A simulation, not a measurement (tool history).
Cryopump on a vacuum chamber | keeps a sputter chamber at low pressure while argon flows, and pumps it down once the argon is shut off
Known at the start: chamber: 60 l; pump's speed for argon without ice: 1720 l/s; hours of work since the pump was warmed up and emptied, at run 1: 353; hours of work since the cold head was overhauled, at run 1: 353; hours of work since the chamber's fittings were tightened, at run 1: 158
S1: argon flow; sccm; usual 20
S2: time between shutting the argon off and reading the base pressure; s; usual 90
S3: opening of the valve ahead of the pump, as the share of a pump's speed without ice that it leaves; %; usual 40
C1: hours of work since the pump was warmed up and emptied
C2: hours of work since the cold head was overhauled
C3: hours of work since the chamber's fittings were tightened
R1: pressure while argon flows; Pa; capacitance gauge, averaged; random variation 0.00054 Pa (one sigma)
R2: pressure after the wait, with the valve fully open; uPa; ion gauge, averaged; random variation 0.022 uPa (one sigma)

run	hour	S1	S2	S3	C1	C2	C3	R1	R2
1	0	20	90	40	353	353	158	0.0539	0.79
2	21.2	20	90	40	369	369	174	0.0533	0.81
3	51.4	20	90	40	392	392	196	0.0534	0.78
4	81.3	20	90	38	414	414	219	0.0557	0.83
# hour 89.6: pump warmed up, emptied and cooled again
5	133.9	20	90	38	33	450	254	0.0518	0.76
6	163.1	20	90	38	55	472	276	0.0524	0.77
7	192.8	20	90	38	77	494	298	0.0525	0.82
8	242	20	90	40	114	531	335	0.05	0.83
9	288.4	10	90	40	149	565	370	0.0256	0.86
10	319.7	20	62	43	172	589	393	0.0473	1.09
11	344.3	11	90	40	190	607	412	0.0283	0.86

Forecast run 12:
12	378.6	17	90	21	216	633	437	?	?

R1: 0.0818 Pa
R2: 0.93 uPa
Without the tool's hidden state the same run would have given R1 0.0799 Pa, R2 0.67 uPa.
